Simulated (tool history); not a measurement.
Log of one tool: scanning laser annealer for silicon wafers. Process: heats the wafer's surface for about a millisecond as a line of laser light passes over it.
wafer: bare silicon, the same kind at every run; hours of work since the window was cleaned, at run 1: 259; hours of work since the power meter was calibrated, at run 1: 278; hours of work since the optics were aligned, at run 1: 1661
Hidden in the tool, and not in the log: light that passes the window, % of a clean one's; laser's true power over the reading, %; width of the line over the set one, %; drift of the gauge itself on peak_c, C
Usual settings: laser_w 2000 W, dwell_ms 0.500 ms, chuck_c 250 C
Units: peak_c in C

run,hour,laser_w,dwell_ms,chuck_c,hours of work since the window was cleaned,hours of work since the power meter was calibrated,hours of work since the optics were aligned,peak_c
1,0.0,2000,0.500,250,259,278,1661,977
2,10.7,2000,0.500,250,264,283,1666,976
3,24.9,2000,0.500,250,270,289,1672,977
4,44.5,2000,0.500,250,278,297,1680,975
# hour 51.9: optics aligned, line set to its width
5,62.3,2000,0.500,250,284,303,4,992
6,75.4,2000,0.500,250,289,308,10,989
7,89.2,2000,0.500,250,295,314,16,991
8,108.8,2000,0.500,250,304,322,24,989
9,119.6,2000,0.500,268,308,327,29,1012
10,130.8,2000,0.500,268,313,332,34,1008
11,143.8,2000,0.500,268,319,337,39,1010
12,156.5,2000,0.500,268,324,343,45,1008
13,167.2,2000,0.500,268,328,347,49,1013
14,176.7,2000,0.500,268,333,351,53,1009
15,191.7,2000,0.500,268,339,358,59,1009
16,207.4,2000,0.500,268,346,364,66,1009
17,221.3,2000,0.500,268,351,370,72,1010
18,236.9,2152,0.367,232,358,377,79,912
19,248.3,2152,0.367,232,363,382,84,912
20,268.0,2127,0.404,214,371,390,92,920

The next listed run, before its measurement:
21,278.9,2127,0.404,214,376,395,97,?

{"run 21": {"peak_c": 918}}
Without the tool's hidden state the same run would have given peak_c 925 C.
